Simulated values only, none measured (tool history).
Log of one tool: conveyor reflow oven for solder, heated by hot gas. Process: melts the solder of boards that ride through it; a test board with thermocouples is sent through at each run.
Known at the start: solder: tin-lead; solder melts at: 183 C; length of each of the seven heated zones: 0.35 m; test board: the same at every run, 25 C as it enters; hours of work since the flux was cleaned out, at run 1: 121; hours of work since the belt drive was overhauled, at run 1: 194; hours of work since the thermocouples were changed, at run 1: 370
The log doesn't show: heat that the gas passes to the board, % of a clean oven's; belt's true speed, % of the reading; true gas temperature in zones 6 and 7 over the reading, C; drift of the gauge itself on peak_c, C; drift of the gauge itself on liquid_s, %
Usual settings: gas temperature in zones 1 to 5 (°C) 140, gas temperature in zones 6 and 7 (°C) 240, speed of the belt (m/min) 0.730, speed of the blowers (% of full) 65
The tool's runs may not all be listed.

run,hour,gas temperature in zones 1 to 5 (°C),gas temperature in zones 6 and 7 (°C),speed of the belt (m/min),speed of the blowers (% of full),hours of work since the flux was cleaned out,hours of work since the belt drive was overhauled,hours of work since the thermocouples were changed,highest temperature of the board (°C),time above the solder's melting point (s)
1,0.0,140,240,0.730,65,121,194,370,216.7,41.9
2,6.8,140,240,0.730,65,126,199,375,216.2,42.3
3,12.1,140,240,0.730,65,130,203,379,216.2,42.2
4,18.5,140,240,0.730,65,135,208,384,216.1,42.1
5,29.1,140,240,0.730,65,142,215,391,216.3,42.1
6,40.1,140,240,0.730,65,150,223,399,216.3,41.9
7,45.9,140,232,0.730,65,154,227,403,209.8,37.7
8,57.0,140,240,0.762,65,162,235,411,214.9,39.2
9,68.5,140,240,0.762,65,171,243,420,214.6,39.4
10,74.0,140,240,0.762,65,175,247,424,214.5,39.4
11,82.7,140,240,0.762,65,181,254,430,214.7,39.1
12,94.5,129,240,0.730,65,189,262,438,213.3,37.4
13,102.4,129,240,0.730,65,195,268,444,214.3,37.9
14,114.1,129,240,0.730,65,203,276,452,213.6,37.5
15,119.2,140,240,0.730,83,207,280,456,221.6,45.6
16,130.5,140,241,0.730,65,215,288,464,216.7,42.9
17,141.6,147,233,0.730,62,223,296,472,211.4,40.8
18,146.6,140,240,0.730,57,227,300,476,213.4,39.8
19,154.7,140,240,0.730,57,232,305,482,213.7,39.7
20,163.2,154,240,0.730,57,239,311,488,217.1,46.5
21,171.6,145,233,0.584,50,245,318,494,214.5,53.6
22,182.1,137,245,0.801,50,252,325,501,208.5,31.6
23,193.8,137,245,0.679,50,261,333,510,217.1,44.3
24,202.2,137,251,0.779,50,267,340,516,215.0,37.1
25,210.3,131,251,0.779,50,272,345,522,212.7,34.3
# hour 218.1: thermocouples of zones 6 and 7 changed
26,218.1,133,242,0.632,70,277,350,0,223.0,52.1
27,223.7,146,254,0.632,70,281,354,4,236.5,61.8
28,235.0,143,244,0.716,53,289,362,12,216.3,43.5
29,245.6,143,244,0.716,53,296,369,20,216.0,43.4
30,250.6,140,235,0.674,65,300,373,23,215.1,45.2

3 ways to go on from here, each from the tool as it stands after run 30. What would each give?
A,260.2,126,244,0.730,65,307,380,30,?,?
B,260.2,140,251,0.850,68,307,380,30,?,?
C,260.2,140,252,0.674,65,307,380,30,?,?

run,highest temperature of the board (°C),time above the solder's melting point (s)
A,216.2,38.7
B,220.0,37.8
C,229.5,53.3
Without the tool's hidden state the same runs would have given:
run,highest temperature of the board (°C),time above the solder's melting point (s)
A,216.3,38.7
B,220.0,37.8
C,229.6,53.3
